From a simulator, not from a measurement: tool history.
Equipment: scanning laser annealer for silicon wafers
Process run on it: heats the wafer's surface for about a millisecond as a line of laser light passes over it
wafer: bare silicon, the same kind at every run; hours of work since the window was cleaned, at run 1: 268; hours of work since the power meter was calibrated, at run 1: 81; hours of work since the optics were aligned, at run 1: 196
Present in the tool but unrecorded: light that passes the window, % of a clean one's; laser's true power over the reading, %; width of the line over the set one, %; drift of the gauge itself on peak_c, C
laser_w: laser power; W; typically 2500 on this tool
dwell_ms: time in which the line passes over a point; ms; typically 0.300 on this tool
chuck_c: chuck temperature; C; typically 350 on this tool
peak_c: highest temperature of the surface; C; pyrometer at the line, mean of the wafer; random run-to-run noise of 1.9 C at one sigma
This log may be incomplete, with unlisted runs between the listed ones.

run,day,laser_w,dwell_ms,chuck_c,hours of work since the window was cleaned,hours of work since the power meter was calibrated,hours of work since the optics were aligned,peak_c
1,0.000,2500,0.300,350,268,81,196,1116
2,0.329,2500,0.300,350,273,86,200,1117
3,0.733,2500,0.300,358,278,91,206,1124
4,1.267,2500,0.300,364,286,99,213,1130
5,1.721,2500,0.300,364,292,105,219,1133
6,2.062,2500,0.300,364,296,110,224,1131
7,2.392,2500,0.300,364,301,114,228,1132
8,2.925,2500,0.300,368,308,121,236,1133
9,3.308,2500,0.300,368,313,127,241,1135
10,3.704,2500,0.300,368,319,132,246,1136
11,4.154,2500,0.300,368,325,138,252,1131
12,4.438,2500,0.300,368,329,142,256,1134
13,4.846,2422,0.268,385,334,148,262,1074
14,5.258,2500,0.278,312,340,153,267,1047
# day 5.421: laser's power meter calibrated
15,5.633,2500,0.307,338,343,3,271,1112
16,5.867,2500,0.307,338,347,6,274,1113
17,6.242,2150,0.309,348,352,11,279,984
18,6.646,2150,0.309,348,357,17,284,985
# day 7.008: laser's power meter calibrated, once more
19,7.317,2326,0.331,370,365,4,292,1106
20,7.683,2720,0.220,370,370,9,297,1084
21,7.954,2720,0.232,364,373,13,301,1098

How would selected steps in peak_c from run to run divide? Give the signed amount a tool lacking its hidden state would still show from settings, what came in and random variation, and the signed amount left for the hidden state, including any gauge scatter that is not in both of the compared results.
Run 16 -> 17: laser_w 2500 -> 2150, dwell_ms 0.307 -> 0.309, chuck_c 338 -> 348. peak_c -129 C: hidden state +2, all else -131.
Run 18 -> 19: laser_w 2150 -> 2326, dwell_ms 0.309 -> 0.331, chuck_c 348 -> 370, laser's power meter calibrated, once more. peak_c +121 C: hidden state -4, all else +125.
